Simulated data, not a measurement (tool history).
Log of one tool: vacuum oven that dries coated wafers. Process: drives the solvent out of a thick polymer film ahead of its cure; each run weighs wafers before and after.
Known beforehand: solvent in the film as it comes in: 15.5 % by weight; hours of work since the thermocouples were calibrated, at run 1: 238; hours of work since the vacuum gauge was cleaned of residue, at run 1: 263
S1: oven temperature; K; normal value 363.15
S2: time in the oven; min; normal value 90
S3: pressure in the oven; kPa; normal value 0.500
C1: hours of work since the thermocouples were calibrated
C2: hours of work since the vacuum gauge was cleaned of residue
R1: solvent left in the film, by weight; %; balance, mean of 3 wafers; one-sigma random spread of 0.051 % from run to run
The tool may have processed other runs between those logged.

run 1 hour=0.0 | S1=363.15 S2=90 S3=0.500 | C1=238 C2=263 | R1=0.98
run 2 hour=26.2 | S1=365.15 S2=90 S3=0.500 | C1=257 C2=282 | R1=0.88
run 3 hour=51.6 | S1=373.15 S2=90 S3=0.500 | C1=276 C2=301 | R1=0.32
run 4 hour=76.8 | S1=363.15 S2=90 S3=0.500 | C1=294 C2=320 | R1=1.05
run 5 hour=112.8 | S1=363.15 S2=90 S3=0.500 | C1=321 C2=346 | R1=1.09
run 6 hour=142.7 | S1=377.15 S2=90 S3=0.500 | C1=343 C2=368 | R1=0.23
run 7 hour=171.0 | S1=377.15 S2=90 S3=0.500 | C1=364 C2=389 | R1=0.25
run 8 hour=193.3 | S1=376.15 S2=90 S3=0.500 | C1=380 C2=406 | R1=0.23
run 9 hour=228.1 | S1=362.15 S2=155 S3=0.500 | C1=406 C2=431 | R1=0.45
run 10 hour=255.2 | S1=362.15 S2=155 S3=0.500 | C1=426 C2=452 | R1=0.41
run 11 hour=271.6 | S1=364.15 S2=121 S3=1.373 | C1=438 C2=464 | R1=0.90
run 12 hour=287.9 | S1=364.15 S2=121 S3=1.373 | C1=450 C2=476 | R1=0.86
run 13 hour=310.5 | S1=350.15 S2=121 S3=1.373 | C1=467 C2=492 | R1=2.74
run 14 hour=332.4 | S1=363.15 S2=58 S3=0.668 | C1=483 C2=509 | R1=2.46
run 15 hour=366.6 | S1=350.15 S2=118 S3=0.932 | C1=508 C2=534 | R1=2.62

Here are 4 independent what-if runs from the current tool condition. What would each one return?
run A hour=400.4 | S1=372.15 S2=160 S3=0.345 | C1=533 C2=559 | R1=?
run B hour=400.4 | S1=369.15 S2=118 S3=0.431 | C1=533 C2=559 | R1=?
run C hour=400.4 | S1=363.15 S2=80 S3=0.500 | C1=533 C2=559 | R1=?
run D hour=400.4 | S1=350.15 S2=145 S3=0.932 | C1=533 C2=559 | R1=?

run=A R1=0.09
run=B R1=0.31
run=C R1=1.43
run=D R1=1.86
Stripped of hidden state, with their random variation kept, the same runs would have yielded:
run=A R1=0.09
run=B R1=0.30
run=C R1=1.42
run=D R1=1.85
